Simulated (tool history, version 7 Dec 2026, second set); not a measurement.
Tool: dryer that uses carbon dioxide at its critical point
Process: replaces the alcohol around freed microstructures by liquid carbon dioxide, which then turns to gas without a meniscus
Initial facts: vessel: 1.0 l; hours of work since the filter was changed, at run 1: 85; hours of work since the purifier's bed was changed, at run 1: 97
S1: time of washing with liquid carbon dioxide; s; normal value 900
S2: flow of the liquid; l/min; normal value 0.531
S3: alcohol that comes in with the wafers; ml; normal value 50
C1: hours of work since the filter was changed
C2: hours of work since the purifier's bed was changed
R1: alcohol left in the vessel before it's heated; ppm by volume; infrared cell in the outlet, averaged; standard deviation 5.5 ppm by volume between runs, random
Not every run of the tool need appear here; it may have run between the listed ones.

run,hour,S1,S2,S3,C1,C2,R1
1,0,900,0.531,50,85,97,190
2,13.8,900,0.531,50,90,101,192
3,33.3,900,0.531,50,96,107,196
4,48.3,900,0.531,50,101,112,197
5,73.3,900,0.562,50,109,120,142
6,97.5,900,0.562,50,116,128,153
7,115.1,900,0.562,50,122,133,142

The next listed run, before its measurement:
8,130.8,720,0.389,64,127,138,?

R1: 2564 ppm by volume
Were there no unlogged condition in the tool, this run, its random variation unchanged, would have produced R1 2127 ppm by volume.

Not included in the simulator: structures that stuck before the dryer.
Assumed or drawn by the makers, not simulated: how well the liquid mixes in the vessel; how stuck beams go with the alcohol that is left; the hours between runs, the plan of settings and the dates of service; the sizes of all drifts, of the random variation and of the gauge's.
